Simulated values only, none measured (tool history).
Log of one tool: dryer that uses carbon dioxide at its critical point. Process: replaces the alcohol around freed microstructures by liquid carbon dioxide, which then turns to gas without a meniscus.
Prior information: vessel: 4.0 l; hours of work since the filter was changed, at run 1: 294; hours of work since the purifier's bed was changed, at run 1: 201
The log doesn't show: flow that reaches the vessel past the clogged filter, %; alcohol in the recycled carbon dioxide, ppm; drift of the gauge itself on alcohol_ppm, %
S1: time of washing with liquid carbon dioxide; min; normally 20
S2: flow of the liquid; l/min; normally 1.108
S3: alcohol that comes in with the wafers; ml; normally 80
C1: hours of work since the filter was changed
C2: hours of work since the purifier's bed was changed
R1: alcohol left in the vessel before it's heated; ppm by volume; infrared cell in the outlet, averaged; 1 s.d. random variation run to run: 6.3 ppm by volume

Run 1, day 0: usual settings; C1 294; C2 201. Result: R1 362 ppm by volume.
Run 2, day 1.075: usual settings but S3 117 ml; C1 302; C2 209. Result: R1 517 ppm by volume.
Run 3, day 2.4: usual settings but S3 117 ml; C1 312; C2 219. Result: R1 515 ppm by volume.
Run 4, day 3.675: usual settings but S2 0.71 l/min, S3 117 ml; C1 322; C2 228. Result: R1 2032 ppm by volume.
Run 5, day 4.871: usual settings but S2 0.71 l/min, S3 117 ml; C1 331; C2 238. Result: R1 2009 ppm by volume.
Run 6, day 6.217: usual settings but S1 17 min, S2 0.71 l/min, S3 117 ml; C1 341; C2 248. Result: R1 3107 ppm by volume.
Run 7, day 7.442: usual settings but S1 17 min, S2 0.71 l/min, S3 117 ml; C1 351; C2 257. Result: R1 3061 ppm by volume.
Run 8, day 8.896: usual settings but S1 12 min; C1 362; C2 268. Result: R1 1783 ppm by volume.
Run 9, day 9.754: usual settings but S1 12 min; C1 368; C2 275. Result: R1 1794 ppm by volume.
Run 10, day 10.908: usual settings but S1 12 min; C1 377; C2 283. Result: R1 1810 ppm by volume.
Run 11, day 12.017: usual settings but S2 0.71 l/min; C1 386; C2 292. Result: R1 1463 ppm by volume.
Run 12, day 13.521: usual settings but S2 0.71 l/min; C1 397; C2 303. Result: R1 1491 ppm by volume.
Run 13, day 14.658: usual settings but S2 0.77 l/min; C1 406; C2 312. Result: R1 1192 ppm by volume.
Run 14, day 15.358: usual settings but S2 0.77 l/min; C1 411; C2 317. Result: R1 1184 ppm by volume.
Run 15, day 16.842: usual settings but S2 0.77 l/min; C1 422; C2 329. Result: R1 1220 ppm by volume.
Run 16, day 18.067: usual settings but S2 1.49 l/min; C1 432; C2 338. Result: R1 146 ppm by volume.
Run 17, day 18.804: usual settings; C1 437; C2 344. Result: R1 423 ppm by volume.
Run 18, day 19.988: usual settings but S2 0.88 l/min; C1 446; C2 353. Result: R1 847 ppm by volume.
Run 19, day 21.388: usual settings but S2 0.88 l/min; C1 457; C2 363. Result: R1 858 ppm by volume.
Run 20, day 22.917: usual settings but S3 102 ml; C1 468; C2 375. Result: R1 549 ppm by volume.
Run 21, day 24.208: usual settings but S3 102 ml; C1 478; C2 385. Result: R1 539 ppm by volume.
Run 22, day 24.846: usual settings but S3 102 ml; C1 483; C2 389. Result: R1 537 ppm by volume.
Run 23, day 25.738: usual settings but S3 102 ml; C1 490; C2 396. Result: R1 540 ppm by volume.
Run 24, day 26.538: usual settings but S1 12 min, S3 102 ml; C1 496; C2 402. Result: R1 2430 ppm by volume.
At day 27.95: inlet filter changed.
Run 25, day 28.108: usual settings but S2 1.4 l/min; C1 1; C2 414. Result: R1 147 ppm by volume.
Run 26, day 29.512: usual settings but S1 16 min, S2 1.22 l/min, S3 60 ml; C1 12; C2 425. Result: R1 404 ppm by volume.
Run 27, day 30.862: usual settings but S1 12 min, S2 1.15 l/min, S3 60 ml; C1 22; C2 435. Result: R1 1078 ppm by volume.
Run 28, day 31.667: usual settings but S1 12 min, S2 1.15 l/min, S3 60 ml; C1 28; C2 441. Result: R1 1071 ppm by volume.
Run 29, day 32.946: usual settings but S1 14 min, S2 1.15 l/min, S3 40 ml; C1 38; C2 451. Result: R1 505 ppm by volume.
Run 30, day 34.467: usual settings but S1 24 min, S2 1.45 l/min, S3 23 ml; C1 50; C2 462. Result: R1 76 ppm by volume.
Run 31, day 35.15: usual settings but S1 27 min, S2 1.36 l/min, S3 31 ml; C1 55; C2 468. Result: R1 76 ppm by volume.
Run 32, day 36.279: usual settings but S2 0.67 l/min, S3 25 ml; C1 63; C2 476. Result: R1 507 ppm by volume.
Run 33, day 37.533: usual settings but S2 1.22 l/min, S3 30 ml; C1 73; C2 486. Result: R1 126 ppm by volume.
Run 34, day 39: usual settings but S2 1.61 l/min, S3 30 ml; C1 84; C2 497. Result: R1 89 ppm by volume.
Run 35, day 40.438: usual settings but S2 1.61 l/min, S3 30 ml; C1 95; C2 508. Result: R1 89 ppm by volume.
Run 36, day 41.433: usual settings but S1 18 min, S2 1.02 l/min, S3 82 ml; C1 103; C2 515. Result: R1 668 ppm by volume.
Run 37, day 42.596: usual settings but S2 1.02 l/min, S3 72 ml; C1 111; C2 524. Result: R1 430 ppm by volume.
Run 38, day 43.488: usual settings but S2 1.12 l/min, S3 113 ml; C1 118; C2 531. Result: R1 483 ppm by volume.
Run 39, day 44.667: usual settings but S2 0.92 l/min, S3 26 ml; C1 127; C2 540. Result: R1 261 ppm by volume.
Run 40, day 45.904: usual settings but S2 0.92 l/min, S3 26 ml; C1 137; C2 549. Result: R1 270 ppm by volume.
Run 41, day 47.229: usual settings but S2 0.92 l/min, S3 26 ml; C1 147; C2 559. Result: R1 273 ppm by volume.
Run 42, day 48.692: usual settings but S2 1.08 l/min, S3 26 ml; C1 158; C2 570. Result: R1 186 ppm by volume.
Run 43, day 49.712: usual settings but S2 1.08 l/min, S3 26 ml; C1 165; C2 578. Result: R1 187 ppm by volume.
Run 44, day 50.962: usual settings but S2 1.08 l/min, S3 26 ml; C1 175; C2 588. Result: R1 191 ppm by volume.
Run 45, day 52.1: usual settings but S2 1.08 l/min, S3 26 ml; C1 184; C2 596. Result: R1 190 ppm by volume.
Run 46, day 53.262: usual settings but S1 31 min, S2 1.03 l/min, S3 48 ml; C1 192; C2 605. Result: R1 116 ppm by volume.

Each row is a separate what-if for the run after 46, all from the same tool condition, not one after another. Results?
Run A, day 53.938: usual settings but S1 12 min, S3 43 ml; C1 198; C2 610. Result: R1 ?.
Run B, day 53.938: usual settings but S2 1.45 l/min; C1 198; C2 610. Result: R1 ?.
Run C, day 53.938: usual settings but S1 29 min, S2 1.43 l/min, S3 36 ml; C1 198; C2 610. Result: R1 ?.

run   R1
  A  942
  B  189
  C   95
With the hidden condition removed and each run's random variation left untouched, the same runs would have given:
run   R1
  A  768
  B   86
  C   14

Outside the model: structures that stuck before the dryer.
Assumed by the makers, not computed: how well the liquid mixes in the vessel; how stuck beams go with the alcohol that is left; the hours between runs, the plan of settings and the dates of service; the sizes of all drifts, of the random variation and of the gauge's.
